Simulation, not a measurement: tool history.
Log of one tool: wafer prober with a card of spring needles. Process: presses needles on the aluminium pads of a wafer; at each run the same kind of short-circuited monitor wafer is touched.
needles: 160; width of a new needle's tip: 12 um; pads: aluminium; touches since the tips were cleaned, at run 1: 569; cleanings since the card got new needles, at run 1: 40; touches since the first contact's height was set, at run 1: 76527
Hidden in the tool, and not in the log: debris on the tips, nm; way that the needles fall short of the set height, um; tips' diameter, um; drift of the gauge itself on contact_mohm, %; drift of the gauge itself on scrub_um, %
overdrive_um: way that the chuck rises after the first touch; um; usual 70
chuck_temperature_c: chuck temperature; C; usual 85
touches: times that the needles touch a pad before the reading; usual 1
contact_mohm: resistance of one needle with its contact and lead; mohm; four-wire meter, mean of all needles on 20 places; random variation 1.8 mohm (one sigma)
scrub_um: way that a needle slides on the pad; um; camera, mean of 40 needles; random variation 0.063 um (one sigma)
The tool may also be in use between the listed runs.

run,day,overdrive_um,chuck_temperature_c,touches,touches since the tips were cleaned,cleanings since the card got new needles,touches since the first contact's height was set,contact_mohm,scrub_um
1,0.000,70,85,1,569,40,76527,214,9.07
# day 0.212: tips cleaned on abrasive film
2,0.388,70,85,1,822,41,78345,218,9.18
# day 0.579: tips cleaned on abrasive film
3,0.642,70,85,2,286,42,79542,196,9.07
# day 0.946: tips cleaned on abrasive film
4,1.046,70,69,1,473,43,81457,207,9.04
# day 1.288: tips cleaned on abrasive film
5,1.329,70,69,1,202,44,82783,201,9.06
# day 1.621: tips cleaned on abrasive film
6,1.621,70,69,1,0,45,84151,191,9.01
7,1.908,70,85,1,1376,45,85527,236,9.03
# day 1.954: tips cleaned on abrasive film
# day 2.317: tips cleaned on abrasive film
8,2.383,70,85,1,316,47,87745,204,9.01
9,2.579,70,85,1,1248,47,88677,233,9.01
# day 2.671: tips cleaned on abrasive film
10,2.800,70,85,1,628,48,89722,217,8.89
# day 3.012: tips cleaned on abrasive film
11,3.138,70,85,1,593,49,91293,214,8.99
# day 3.354: tips cleaned on abrasive film
12,3.471,70,85,1,550,50,92869,212,9.00
# day 3.704: tips cleaned on abrasive film
13,3.896,70,113,1,917,51,94871,229,8.80
# day 4.033: tips cleaned on abrasive film
14,4.288,70,113,1,1210,52,96731,237,8.94
# day 4.375: tips cleaned on abrasive film
15,4.625,70,113,1,1191,53,98318,240,8.90
# day 4.717: tips cleaned on abrasive film
# day 5.050: tips cleaned on abrasive film
16,5.050,70,85,3,0,55,100304,189,8.92
17,5.279,70,85,3,1096,55,101400,202,8.99
# day 5.392: tips cleaned on abrasive film
18,5.712,79,30,2,1535,56,103433,205,9.95
# day 5.750: tips cleaned on abrasive film
# day 5.762: height of the first contact set anew
19,6.012,66,80,1,1198,57,1198,245,8.03
# day 6.117: tips cleaned on abrasive film
20,6.321,51,80,1,973,58,2632,264,5.97
# day 6.467: tips cleaned on abrasive film
21,6.654,61,34,1,907,59,4215,237,7.29
# day 6.796: tips cleaned on abrasive film
22,6.862,59,34,1,311,60,5184,208,7.06
# day 6.988: height of the first contact set anew, once more
23,7.121,87,34,3,1477,60,640,186,11.96
# day 7.154: tips cleaned on abrasive film
24,7.450,88,85,2,1413,61,2201,205,12.15
# day 7.508: tips cleaned on abrasive film
25,7.783,88,85,2,1319,62,3764,202,12.07
# day 7.854: tips cleaned on abrasive film
26,8.104,72,32,2,1195,63,5277,198,9.87
# day 8.204: tips cleaned on abrasive film
27,8.421,72,32,2,1036,64,6760,198,9.76
# day 8.542: tips cleaned on abrasive film
28,8.821,72,75,1,1329,65,8650,227,9.80
# day 8.900: tips cleaned on abrasive film
29,9.179,70,34,1,1332,66,10329,225,9.51
# day 9.250: tips cleaned on abrasive film
30,9.375,70,34,1,608,67,11251,205,9.52
# day 9.596: tips cleaned on abrasive film
31,9.754,70,34,1,762,68,13042,208,9.52
# day 9.942: tips cleaned on abrasive film
32,10.154,77,82,2,1028,69,14928,205,10.51
# day 10.308: tips cleaned on abrasive film
33,10.575,82,85,1,1273,70,16907,221,11.13

4 ways to go on from here, each from the tool as it stands after run 33. What would each give?
# day 10.646: tips cleaned on abrasive film
# day 11.012: tips cleaned on abrasive film
A,11.046,70,85,1,159,72,19122,?,?
# day 10.646: tips cleaned on abrasive film
# day 11.012: tips cleaned on abrasive film
B,11.046,70,85,2,159,72,19122,?,?
# day 10.646: tips cleaned on abrasive film
# day 11.012: tips cleaned on abrasive film
C,11.046,61,85,2,159,72,19122,?,?
# day 10.646: tips cleaned on abrasive film
# day 11.012: tips cleaned on abrasive film
D,11.046,85,85,1,159,72,19122,?,?

run,contact_mohm,scrub_um
A,199,9.50
B,195,9.37
C,200,8.32
D,196,11.63
Without the tool's hidden state the same runs would have given:
run,contact_mohm,scrub_um
A,184,9.66
B,185,9.54
C,187,8.48
D,185,11.80

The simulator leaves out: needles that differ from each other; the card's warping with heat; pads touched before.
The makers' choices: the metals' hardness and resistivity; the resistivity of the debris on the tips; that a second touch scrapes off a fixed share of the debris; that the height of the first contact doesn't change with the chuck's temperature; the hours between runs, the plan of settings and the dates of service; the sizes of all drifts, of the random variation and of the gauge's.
